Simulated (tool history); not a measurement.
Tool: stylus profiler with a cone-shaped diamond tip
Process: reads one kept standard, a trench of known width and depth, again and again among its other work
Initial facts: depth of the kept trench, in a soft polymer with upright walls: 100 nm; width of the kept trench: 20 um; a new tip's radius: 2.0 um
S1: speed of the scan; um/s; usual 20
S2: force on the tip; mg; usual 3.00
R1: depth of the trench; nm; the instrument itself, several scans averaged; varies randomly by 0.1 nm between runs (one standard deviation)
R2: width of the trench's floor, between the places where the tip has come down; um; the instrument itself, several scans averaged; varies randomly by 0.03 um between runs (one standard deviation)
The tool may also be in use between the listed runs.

run,hour,S1,S2,R1,R2
1,0.0,20,3.00,101.14,18.45
2,9.1,20,2.10,100.84,18.44
3,28.4,20,3.00,101.02,18.46
4,44.1,20,3.00,101.02,18.32
5,61.8,20,3.00,101.09,18.47
6,78.1,20,3.00,100.89,18.35
7,94.4,20,3.00,100.87,18.37
8,110.1,20,1.05,100.73,18.29
9,123.3,20,1.05,100.59,18.24
10,142.5,20,3.00,101.20,18.38
11,158.4,28,3.00,101.25,18.34
12,171.3,28,3.00,101.05,18.29
13,187.5,28,7.03,101.75,18.31
14,207.1,14,7.03,101.83,18.36
15,221.0,63,3.00,101.04,18.08
16,237.2,20,3.00,101.04,18.34
17,257.1,20,3.00,101.04,18.30
18,273.8,20,1.26,100.70,18.22
19,293.3,20,1.26,100.81,18.25
20,312.3,20,6.23,101.72,18.40
21,320.7,7,6.75,101.81,18.40
22,337.2,5,5.54,101.84,18.37
23,354.3,77,4.35,101.24,17.94
24,367.6,77,4.35,101.31,18.01
25,384.9,26,3.48,101.33,18.32
26,396.6,26,3.48,101.29,18.30
27,415.8,5,8.30,101.92,18.39
28,428.6,5,8.30,101.96,18.38
29,441.7,38,4.36,101.34,18.20
30,450.5,13,2.08,100.99,18.30
31,459.5,6,3.77,101.30,18.30
32,468.1,13,3.00,101.04,18.24
33,486.4,13,3.00,101.14,18.25
34,505.2,13,3.00,101.19,18.31
35,518.3,56,1.73,100.85,17.96
36,538.1,7,7.29,101.83,18.27
37,551.4,7,7.29,102.04,18.35
38,562.2,7,7.29,101.99,18.33
39,572.7,7,7.29,101.96,18.32
40,590.2,13,4.32,101.41,18.26

Alternative continuations, all from the tool just after run 40; predict every row:
A,600.7,44,6.80,?,?
B,600.7,16,1.03,?,?
C,600.7,45,2.89,?,?

run,R1,R2
A,101.86,18.12
B,100.67,18.20
C,101.32,18.10
What these runs would have given with no unlogged condition in the tool:
run,R1,R2
A,101.58,18.55
B,100.39,18.63
C,101.04,18.53

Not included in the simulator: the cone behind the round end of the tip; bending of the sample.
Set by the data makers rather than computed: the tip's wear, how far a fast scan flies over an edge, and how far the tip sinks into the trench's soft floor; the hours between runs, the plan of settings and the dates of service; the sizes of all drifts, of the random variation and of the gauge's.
